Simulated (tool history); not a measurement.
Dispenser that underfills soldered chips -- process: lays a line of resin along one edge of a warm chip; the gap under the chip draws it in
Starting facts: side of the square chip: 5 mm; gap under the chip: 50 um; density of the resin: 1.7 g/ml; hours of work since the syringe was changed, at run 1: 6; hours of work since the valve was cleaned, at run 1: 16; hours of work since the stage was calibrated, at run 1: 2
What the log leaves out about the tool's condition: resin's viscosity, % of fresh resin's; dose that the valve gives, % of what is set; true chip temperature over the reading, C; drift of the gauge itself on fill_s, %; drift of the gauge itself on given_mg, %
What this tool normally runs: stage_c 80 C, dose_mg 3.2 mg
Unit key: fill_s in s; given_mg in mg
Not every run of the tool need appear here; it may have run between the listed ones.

run    day  stage_c  dose_mg  hours of work since the syringe was changed  hours of work since the valve was cleaned  hours of work since the stage was calibrated  fill_s  given_mg
  1      0       80      3.2                                            6                                         16                                             2    14.3      3.19
  2  0.117       80      4.1                                            8                                         18                                             4    16.2      4.06
       0.2  -- new syringe of resin
  3  0.262       80      4.1                                            1                                         20                                             6     9.7      4.09
  4  0.412       80     2.97                                            4                                         22                                             8    11.7       2.9
  5  0.558       80     2.97                                            6                                         25                                            11    13.8       2.9
  6  0.742       80     2.97                                            9                                         28                                            14    17.3       2.9
     0.767  -- new syringe of resin
  7  0.933       69      3.2                                            3                                         31                                            17    16.9      3.12
  8  1.121       69      3.2                                            6                                         34                                            20    22.1      3.08
  9  1.229       80     3.35                                            8                                         36                                            22    15.3      3.26
     1.333  -- new syringe of resin
 10  1.375       86     2.81                                            1                                         38                                            24     7.5       2.7
 11  1.475       76     4.01                                            2                                         40                                            26    12.1      3.87
 12  1.658       65     2.85                                            6                                         43                                            29    25.4      2.72
 13  1.867       83     3.59                                            9                                         46                                            32    14.9      3.44
     1.904  -- new syringe of resin
 14   2.05       83     3.59                                            2                                         49                                            35     9.5       3.4
 15  2.208       83     4.19                                            5                                         52                                            38      11      4.02
 16  2.379       68     3.04                                            8                                         55                                            41    27.3      2.95
     2.467  -- new syringe of resin
 17  2.596       68     3.04                                            2                                         58                                            44    16.7      2.86
 18  2.758       91      3.9                                            5                                         61                                            47     7.9      3.68

Below are 5 alternative next runs, each starting from the tool's condition after run 18. Predict each:
     2.938  -- dispensing valve cleaned and set on the balance
  A  2.979       79     3.27                                            8                                          1                                            50       ?         ?
     2.938  -- dispensing valve cleaned and set on the balance
  B  2.979       91     2.82                                            8                                          1                                            50       ?         ?
     2.938  -- dispensing valve cleaned and set on the balance
  C  2.979       88     3.85                                            8                                          1                                            50       ?         ?
     2.938  -- dispensing valve cleaned and set on the balance
  D  2.979       69     2.89                                            8                                          1                                            50       ?         ?
     2.938  -- dispensing valve cleaned and set on the balance
  E  2.979       87     2.85                                            8                                          1                                            50       ?         ?

run  fill_s  given_mg
  A    16.7      3.29
  B    10.5       2.8
  C    11.1      3.81
  D      26      2.87
  E    11.9      2.83
Stripped of hidden state, with their random variation kept, the same runs would have yielded:
run  fill_s  given_mg
  A     9.4       3.3
  B     5.8      2.81
  C     6.1      3.81
  D    14.3      2.88
  E     6.4      2.84
